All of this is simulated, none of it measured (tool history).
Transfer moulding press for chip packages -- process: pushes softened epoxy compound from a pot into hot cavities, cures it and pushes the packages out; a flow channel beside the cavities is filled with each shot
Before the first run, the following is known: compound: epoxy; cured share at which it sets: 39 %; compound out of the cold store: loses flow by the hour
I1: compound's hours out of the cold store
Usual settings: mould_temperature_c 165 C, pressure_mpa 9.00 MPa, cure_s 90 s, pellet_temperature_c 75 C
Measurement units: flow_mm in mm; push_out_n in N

{"run": 1, "hour": 0.0, "mould_temperature_c": 165, "pressure_mpa": 9.0, "cure_s": 90, "pellet_temperature_c": 75, "I1": 22.0, "flow_mm": 550, "push_out_n": 491}
{"hour": 13.3, "done": "cavities cleaned with cleaning compound and waxed"}
{"run": 2, "hour": 40.5, "mould_temperature_c": 165, "pressure_mpa": 9.0, "cure_s": 90, "pellet_temperature_c": 75, "I1": 15.9, "flow_mm": 560, "push_out_n": 452}
{"run": 3, "hour": 73.0, "mould_temperature_c": 165, "pressure_mpa": 9.0, "cure_s": 95, "pellet_temperature_c": 75, "I1": 37.2, "flow_mm": 509, "push_out_n": 459}
{"hour": 89.6, "done": "cavities cleaned with cleaning compound and waxed"}
{"run": 4, "hour": 108.3, "mould_temperature_c": 165, "pressure_mpa": 9.0, "cure_s": 90, "pellet_temperature_c": 75, "I1": 23.9, "flow_mm": 539, "push_out_n": 414}
{"run": 5, "hour": 130.9, "mould_temperature_c": 165, "pressure_mpa": 9.0, "cure_s": 90, "pellet_temperature_c": 75, "I1": 47.6, "flow_mm": 482, "push_out_n": 457}
{"run": 6, "hour": 152.4, "mould_temperature_c": 165, "pressure_mpa": 9.0, "cure_s": 90, "pellet_temperature_c": 75, "I1": 28.0, "flow_mm": 522, "push_out_n": 498}
{"hour": 167.3, "done": "cavities cleaned with cleaning compound and waxed"}
{"run": 7, "hour": 173.0, "mould_temperature_c": 165, "pressure_mpa": 9.0, "cure_s": 90, "pellet_temperature_c": 75, "I1": 36.2, "flow_mm": 505, "push_out_n": 337}
{"run": 8, "hour": 193.0, "mould_temperature_c": 165, "pressure_mpa": 9.0, "cure_s": 90, "pellet_temperature_c": 75, "I1": 27.6, "flow_mm": 526, "push_out_n": 412}
{"run": 9, "hour": 209.4, "mould_temperature_c": 165, "pressure_mpa": 9.0, "cure_s": 90, "pellet_temperature_c": 75, "I1": 37.4, "flow_mm": 499, "push_out_n": 472}
{"hour": 244.4, "done": "cavities cleaned with cleaning compound and waxed"}
{"run": 10, "hour": 250.1, "mould_temperature_c": 165, "pressure_mpa": 9.44, "cure_s": 90, "pellet_temperature_c": 75, "I1": 33.3, "flow_mm": 520, "push_out_n": 341}
{"run": 11, "hour": 277.0, "mould_temperature_c": 165, "pressure_mpa": 9.0, "cure_s": 90, "pellet_temperature_c": 75, "I1": 26.7, "flow_mm": 519, "push_out_n": 447}
{"run": 12, "hour": 302.6, "mould_temperature_c": 165, "pressure_mpa": 9.0, "cure_s": 90, "pellet_temperature_c": 75, "I1": 17.6, "flow_mm": 540, "push_out_n": 474}
{"hour": 323.6, "done": "cavities cleaned with cleaning compound and waxed"}
{"run": 13, "hour": 330.3, "mould_temperature_c": 165, "pressure_mpa": 9.0, "cure_s": 90, "pellet_temperature_c": 75, "I1": 12.8, "flow_mm": 553, "push_out_n": 349}
{"run": 14, "hour": 363.3, "mould_temperature_c": 165, "pressure_mpa": 9.0, "cure_s": 90, "pellet_temperature_c": 75, "I1": 20.5, "flow_mm": 531, "push_out_n": 453}
{"hour": 385.3, "done": "plunger's sealing rings changed"}
{"run": 15, "hour": 400.5, "mould_temperature_c": 169, "pressure_mpa": 9.0, "cure_s": 90, "pellet_temperature_c": 78, "I1": 13.8, "flow_mm": 557, "push_out_n": 442}
{"hour": 405.2, "done": "cavities cleaned with cleaning compound and waxed"}
{"run": 16, "hour": 440.0, "mould_temperature_c": 169, "pressure_mpa": 7.28, "cure_s": 93, "pellet_temperature_c": 73, "I1": 34.3, "flow_mm": 453, "push_out_n": 400}
{"run": 17, "hour": 473.8, "mould_temperature_c": 159, "pressure_mpa": 9.0, "cure_s": 90, "pellet_temperature_c": 75, "I1": 15.3, "flow_mm": 575, "push_out_n": 709}
{"hour": 482.4, "done": "cavities cleaned with cleaning compound and waxed"}
{"run": 18, "hour": 511.0, "mould_temperature_c": 165, "pressure_mpa": 8.3, "cure_s": 72, "pellet_temperature_c": 80, "I1": 34.7, "flow_mm": 488, "push_out_n": 601}
{"run": 19, "hour": 539.5, "mould_temperature_c": 165, "pressure_mpa": 8.3, "cure_s": 72, "pellet_temperature_c": 80, "I1": 34.0, "flow_mm": 488, "push_out_n": 682}
{"hour": 558.8, "done": "cavities cleaned with cleaning compound and waxed"}
{"run": 20, "hour": 566.5, "mould_temperature_c": 165, "pressure_mpa": 8.3, "cure_s": 72, "pellet_temperature_c": 80, "I1": 18.5, "flow_mm": 523, "push_out_n": 482}
{"run": 21, "hour": 600.3, "mould_temperature_c": 165, "pressure_mpa": 7.67, "cure_s": 110, "pellet_temperature_c": 75, "I1": 46.9, "flow_mm": 441, "push_out_n": 390}
{"run": 22, "hour": 620.1, "mould_temperature_c": 162, "pressure_mpa": 7.51, "cure_s": 110, "pellet_temperature_c": 75, "I1": 12.1, "flow_mm": 516, "push_out_n": 440}
{"hour": 635.5, "done": "cavities cleaned with cleaning compound and waxed"}
{"run": 23, "hour": 653.8, "mould_temperature_c": 161, "pressure_mpa": 9.0, "cure_s": 90, "pellet_temperature_c": 66, "I1": 42.4, "flow_mm": 493, "push_out_n": 463}
{"run": 24, "hour": 690.0, "mould_temperature_c": 165, "pressure_mpa": 9.0, "cure_s": 90, "pellet_temperature_c": 80, "I1": 32.0, "flow_mm": 503, "push_out_n": 467}
{"hour": 712.3, "done": "cavities cleaned with cleaning compound and waxed"}
{"run": 25, "hour": 714.7, "mould_temperature_c": 162, "pressure_mpa": 8.42, "cure_s": 87, "pellet_temperature_c": 81, "I1": 46.0, "flow_mm": 461, "push_out_n": 360}
{"hour": 720.0, "done": "mould's thermocouples calibrated"}
{"run": 26, "hour": 735.9, "mould_temperature_c": 162, "pressure_mpa": 8.42, "cure_s": 87, "pellet_temperature_c": 81, "I1": 11.2, "flow_mm": 545, "push_out_n": 540}
{"run": 27, "hour": 765.4, "mould_temperature_c": 162, "pressure_mpa": 8.42, "cure_s": 87, "pellet_temperature_c": 81, "I1": 23.8, "flow_mm": 512, "push_out_n": 591}
{"hour": 773.4, "done": "plunger's sealing rings changed"}
{"run": 28, "hour": 786.8, "mould_temperature_c": 162, "pressure_mpa": 8.42, "cure_s": 71, "pellet_temperature_c": 81, "I1": 20.4, "flow_mm": 538, "push_out_n": 951}

3 ways to go on from here, each from the tool as it stands after run 28. What would each give?
{"hour": 794.4, "done": "cavities cleaned with cleaning compound and waxed"}
{"run": "A", "hour": 814.5, "mould_temperature_c": 165, "pressure_mpa": 7.04, "cure_s": 128, "pellet_temperature_c": 75, "I1": 21.0, "flow_mm": "?", "push_out_n": "?"}
{"hour": 794.4, "done": "cavities cleaned with cleaning compound and waxed"}
{"run": "B", "hour": 814.5, "mould_temperature_c": 162, "pressure_mpa": 8.56, "cure_s": 77, "pellet_temperature_c": 81, "I1": 16.3, "flow_mm": "?", "push_out_n": "?"}
{"hour": 794.4, "done": "cavities cleaned with cleaning compound and waxed"}
{"run": "C", "hour": 814.5, "mould_temperature_c": 169, "pressure_mpa": 9.07, "cure_s": 80, "pellet_temperature_c": 75, "I1": 21.3, "flow_mm": "?", "push_out_n": "?"}

run=A flow_mm=487 push_out_n=359
run=B flow_mm=553 push_out_n=681
run=C flow_mm=539 push_out_n=399
What these runs would have given with no unlogged condition in the tool:
run=A flow_mm=490 push_out_n=251
run=B flow_mm=557 push_out_n=491
run=C flow_mm=543 push_out_n=281
